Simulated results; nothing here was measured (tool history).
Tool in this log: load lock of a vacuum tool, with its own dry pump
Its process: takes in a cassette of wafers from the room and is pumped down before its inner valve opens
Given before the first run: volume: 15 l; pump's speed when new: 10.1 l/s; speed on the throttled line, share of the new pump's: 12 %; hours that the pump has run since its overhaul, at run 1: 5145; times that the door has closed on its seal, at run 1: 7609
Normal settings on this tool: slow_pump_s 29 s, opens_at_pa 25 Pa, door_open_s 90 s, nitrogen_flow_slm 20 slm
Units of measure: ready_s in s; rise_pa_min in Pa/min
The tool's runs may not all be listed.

run,hour,slow_pump_s,opens_at_pa,door_open_s,nitrogen_flow_slm,hours that the pump has run since its overhaul,times that the door has closed on its seal,"incoming humidity of the room's air, %",ready_s,rise_pa_min
1,0,29,25,90,20,5145,7609,44.8,38.5,0.088
2,137.5,16,25,90,20,5283,7914,41.2,27,0.082
3,293.1,16,25,90,20,5438,8259,44.9,27.3,0.093
4,474.1,16,25,90,20,5619,8661,44,27.5,0.091
5,650.2,22,25,90,20,5796,9052,44.9,32.6,0.097
6,814.7,29,25,90,20,5960,9417,44.5,38.8,0.091
7,941.9,29,25,43,20,6087,9699,46.3,38.3,0.07
8,1130.4,29,25,90,20,6276,10117,45.4,38.5,0.09
9,1224.3,29,25,90,20,6370,10325,44,38.7,0.09
10,1418.4,29,25,90,20,6564,10756,45.4,38.4,0.091
11,1606.4,29,25,90,14,6752,11173,48,38.5,0.109
12,1796,29,37,90,20,6941,11594,43,38,0.097
13,1937.1,29,37,90,20,7082,11907,43.2,37.8,0.089
14,2031.4,29,37,90,20,7177,12116,42.9,38.2,0.093
15,2191.4,29,37,90,20,7337,12471,46.6,38.2,0.099
16,2279.4,29,25,90,26,7425,12667,40.3,38.8,0.091
17,2451.2,29,23,90,20,7597,13048,44.6,38.5,0.103
18,2595.5,31,25,90,20,7741,13368,49.6,40.3,0.111
19,2698.3,31,35,78,7,7844,13596,43.9,39.8,0.111
20,2865.9,19,27,92,4,8011,13968,50.8,30.2,0.142
21,3006.8,35,29,90,20,8152,14281,44.5,43.5,0.106
22,3208.6,52,29,90,20,8354,14728,45.1,58.4,0.103
23,3411.5,15,45,64,42,8557,15178,43.6,26,0.077
24,3544.3,28,45,189,42,8690,15473,42.7,37.3,0.112
25,3684.3,21,20,29,6,8830,15784,45.2,32.8,0.086
26,3807.4,21,20,29,6,8953,16057,44.9,32.1,0.085
27,3972.5,51,28,215,38,9118,16423,46.9,58.1,0.136
28,4159.6,21,42,146,7,9305,16838,45,31.2,0.156
29,4353.8,44,42,188,7,9499,17269,45.5,51.3,0.186
30,4490.3,26,24,122,40,9636,17572,44.6,36.5,0.106
31,4686.6,26,22,198,40,9832,18008,42.6,37,0.127
32,4879.1,24,25,90,4,10024,18435,40.7,35.1,0.127
33,5020.8,29,25,58,20,10166,18749,42.2,39.2,0.105
34,5177.9,29,25,160,36,10323,19098,48.4,38.9,0.137
35,5291.1,56,25,90,6,10436,19349,43.6,62,0.143
36,5403.8,29,37,90,20,10549,19599,46.5,38.8,0.122

Some steps in ready_s, run to run, broken into two amounts with sign: the step expected even without the hidden condition (settings, incoming material, random variation), and the rest, left for the hidden condition together with whatever gauge scatter is not in both the measured and the hidden-condition-free result:
Hidden conditions of the tool in this case: pump's speed, % of a new pump's; leak at the door's seal, Pa l/s; drift of the gauge itself on ready_s, %; drift of the gauge itself on rise_pa_min, %.
Run 22 -> 23: slow_pump_s 52 -> 15, opens_at_pa 29 -> 45, door_open_s 90 -> 64, nitrogen_flow_slm 20 -> 42. ready_s -32.4 s: hidden state +0.5, all else -32.9.
Run 26 -> 27: slow_pump_s 21 -> 51, opens_at_pa 20 -> 28, door_open_s 29 -> 215, nitrogen_flow_slm 6 -> 38. ready_s +26 s: hidden state -0.5, all else +26.5.
Run 27 -> 28: slow_pump_s 51 -> 21, opens_at_pa 28 -> 42, door_open_s 215 -> 146, nitrogen_flow_slm 38 -> 7. ready_s -26.9 s: hidden state +0.3, all else -27.2.
Run 34 -> 35: slow_pump_s 29 -> 56, door_open_s 160 -> 90, nitrogen_flow_slm 36 -> 6. ready_s +23.1 s: hidden state -0.5, all else +23.6.
